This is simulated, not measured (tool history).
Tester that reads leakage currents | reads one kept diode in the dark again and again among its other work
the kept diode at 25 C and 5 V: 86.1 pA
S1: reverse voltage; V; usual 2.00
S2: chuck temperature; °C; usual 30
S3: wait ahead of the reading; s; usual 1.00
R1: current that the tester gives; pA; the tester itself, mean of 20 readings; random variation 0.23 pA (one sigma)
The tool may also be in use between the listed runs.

run,hour,S1,S2,S3,R1
1,0.0,2.00,30,1.00,72.21
2,109.7,2.00,30,1.00,72.06
3,258.5,2.00,30,1.00,71.82
4,392.8,2.00,30,1.00,72.37
5,515.4,5.97,30,1.00,140.18
6,643.5,5.97,30,1.00,139.56
7,773.9,2.00,30,1.00,72.05
8,853.8,2.00,30,1.00,71.72
# hour 933.6: chuck's temperature calibrated
9,978.7,2.00,30,1.19,73.96
10,1042.5,2.00,35,1.00,105.49
11,1155.0,2.00,30,1.00,73.88
12,1305.8,2.00,30,1.00,73.91
13,1463.3,2.00,30,1.00,73.68
14,1551.9,2.00,30,1.00,74.00
15,1684.2,2.00,30,2.56,73.70
16,1829.7,2.00,30,2.56,73.33
17,1953.7,2.00,30,1.00,73.81
18,2031.6,10.42,26,1.00,154.84
19,2140.1,14.09,41,8.86,510.63
20,2229.2,14.09,41,8.86,511.63
21,2379.8,14.09,41,8.86,514.22
22,2496.0,1.54,27,9.89,50.04
23,2647.5,4.74,46,0.62,368.81

Run 24 comes next. What will it give?
24,2787.1,4.74,46,0.62,?

Run 24 gave R1 368.55 pA.
Without the tool's hidden state the same run would have given R1 376.37 pA.

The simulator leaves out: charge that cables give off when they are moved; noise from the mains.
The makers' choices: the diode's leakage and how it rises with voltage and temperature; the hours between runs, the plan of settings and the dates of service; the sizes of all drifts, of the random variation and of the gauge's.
